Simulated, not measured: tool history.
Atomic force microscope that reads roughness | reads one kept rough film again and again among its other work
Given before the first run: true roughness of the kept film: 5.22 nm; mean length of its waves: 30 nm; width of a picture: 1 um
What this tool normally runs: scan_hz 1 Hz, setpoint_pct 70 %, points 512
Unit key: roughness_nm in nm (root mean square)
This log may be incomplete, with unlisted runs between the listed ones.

run 1 day=0 | scan_hz=1 setpoint_pct=70 points=512 | roughness_nm=4.108
run 2 day=1.488 | scan_hz=1 setpoint_pct=70 points=329 | roughness_nm=4.037
run 3 day=3.104 | scan_hz=1 setpoint_pct=70 points=329 | roughness_nm=3.961
run 4 day=3.838 | scan_hz=1 setpoint_pct=70 points=329 | roughness_nm=3.938
run 5 day=4.529 | scan_hz=1 setpoint_pct=70 points=329 | roughness_nm=3.891
-- day=5.175 new tip fitted
run 6 day=5.883 | scan_hz=0.8 setpoint_pct=73 points=512 | roughness_nm=4.424

Estimate the outcome of run 7 from the log above:
run 7 day=7.546 | scan_hz=0.57 setpoint_pct=70 points=512 | roughness_nm=?

roughness_nm: 4.375 nm (root mean square)
With no hidden state in the tool, this same run would have given roughness_nm 4.505 nm (root mean square).

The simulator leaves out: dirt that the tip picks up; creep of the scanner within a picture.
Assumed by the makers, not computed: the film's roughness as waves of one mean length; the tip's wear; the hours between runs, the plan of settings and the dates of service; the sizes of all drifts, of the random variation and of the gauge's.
